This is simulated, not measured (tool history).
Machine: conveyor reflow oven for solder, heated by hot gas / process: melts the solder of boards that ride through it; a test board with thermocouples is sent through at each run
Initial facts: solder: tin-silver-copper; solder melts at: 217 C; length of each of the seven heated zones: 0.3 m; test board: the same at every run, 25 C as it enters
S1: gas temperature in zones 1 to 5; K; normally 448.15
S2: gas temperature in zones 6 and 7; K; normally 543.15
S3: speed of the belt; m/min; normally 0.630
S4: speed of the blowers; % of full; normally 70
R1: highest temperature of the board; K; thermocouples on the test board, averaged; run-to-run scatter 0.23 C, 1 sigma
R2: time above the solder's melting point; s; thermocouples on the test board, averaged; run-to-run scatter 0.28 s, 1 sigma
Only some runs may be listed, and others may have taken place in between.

run 1 day=0.000 | S1=448.15 S2=543.15 S3=0.630 S4=70 | R1=528.95 R2=45.4
run 2 day=0.408 | S1=448.15 S2=543.15 S3=0.630 S4=70 | R1=528.95 R2=45.2
run 3 day=0.938 | S1=448.15 S2=543.15 S3=0.630 S4=82 | R1=530.75 R2=46.3
run 4 day=1.383 | S1=448.15 S2=543.15 S3=0.630 S4=82 | R1=530.85 R2=46.5
run 5 day=1.925 | S1=448.15 S2=543.15 S3=0.649 S4=70 | R1=528.25 R2=42.9
run 6 day=2.317 | S1=448.15 S2=538.15 S3=0.698 S4=70 | R1=521.15 R2=36.7
run 7 day=2.600 | S1=448.15 S2=538.15 S3=0.719 S4=60 | R1=518.55 R2=33.3
run 8 day=3.083 | S1=448.15 S2=538.15 S3=0.719 S4=60 | R1=518.65 R2=32.9
run 9 day=3.554 | S1=462.15 S2=554.15 S3=0.505 S4=62 | R1=546.05 R2=69.3
run 10 day=3.996 | S1=448.15 S2=547.15 S3=0.630 S4=70 | R1=532.85 R2=46.1

Predict each of these 5 candidate next runs independently; none follows another, all start after run 10:
run A day=4.238 | S1=448.15 S2=543.15 S3=0.560 S4=83 | R1=? R2=?
run B day=4.238 | S1=448.15 S2=538.15 S3=0.630 S4=74 | R1=? R2=?
run C day=4.238 | S1=439.15 S2=549.15 S3=0.533 S4=70 | R1=? R2=?
run D day=4.238 | S1=442.15 S2=543.15 S3=0.630 S4=90 | R1=? R2=?
run E day=4.238 | S1=448.15 S2=550.15 S3=0.541 S4=70 | R1=? R2=?

run=A R1=533.95 R2=54.3
run=B R1=525.05 R2=43.7
run=C R1=538.75 R2=56.9
run=D R1=530.85 R2=44.8
run=E R1=540.05 R2=58.2
Without the tool's hidden state the same runs would have given:
run=A R1=533.35 R2=53.9
run=B R1=524.55 R2=43.4
run=C R1=538.15 R2=56.5
run=D R1=530.35 R2=44.6
run=E R1=539.35 R2=57.8
